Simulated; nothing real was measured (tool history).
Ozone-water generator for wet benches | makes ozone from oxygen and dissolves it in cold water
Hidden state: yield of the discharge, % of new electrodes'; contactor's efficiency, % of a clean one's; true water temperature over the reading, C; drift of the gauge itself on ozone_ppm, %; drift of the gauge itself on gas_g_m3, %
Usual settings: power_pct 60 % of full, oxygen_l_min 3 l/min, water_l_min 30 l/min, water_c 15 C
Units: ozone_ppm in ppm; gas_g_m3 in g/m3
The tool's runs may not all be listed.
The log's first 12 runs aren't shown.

run,hour,power_pct,oxygen_l_min,water_l_min,water_c,hours of work since the electrodes were changed,hours of work since the contactor was cleaned,hours of work since the thermometer was calibrated,ozone_ppm,gas_g_m3
13,563.2,60,3,38,15,1970,4615,2056,6.1,158.4
14,608.1,60,3,38,15,2015,4660,2100,5.9,159.7
15,642.8,60,3,30,15,2050,4695,2135,8.2,160.4
16,680.6,60,1.55,30,15,2087,4732,2173,7.1,245.7
17,710.3,60,2.07,24,15,2117,4762,2202,9.8,203.3
18,762.4,60,2.07,24,15,2169,4814,2254,10.1,202.7
19,824.3,60,3.3,30,15,2231,4876,2316,8,147.4
20,857.5,48,1.69,31,13,2264,4909,2349,5.8,192.2
21,887,48,1.69,31,13,2293,4938,2379,5.8,191.6
22,921.6,60,3,30,16,2328,4973,2413,8,160.4
23,982,92,3,30,14,2388,5033,2473,11.4,224.9
24,1011.3,60,3.05,30,8,2417,5062,2503,8.2,156
25,1037.9,60,3.05,30,8,2444,5089,2529,8.3,155.5
# hour 1071.5: water thermometer calibrated
26,1080.3,60,4.16,44,12,2486,5131,9,5.2,127.7
27,1121.8,60,3,41,15,2527,5172,50,5.4,156.3
28,1179.4,60,2.66,41,15,2584,5229,108,4.8,168.9

Forecast run 29:
29,1225.8,94,3,30,12,2631,5276,154,?,?

Run 29 gave ozone_ppm 11.6 ppm, gas_g_m3 225.9 g/m3.
Without the tool's hidden state the same run would have given ozone_ppm 14.1 ppm, gas_g_m3 253.1 g/m3.
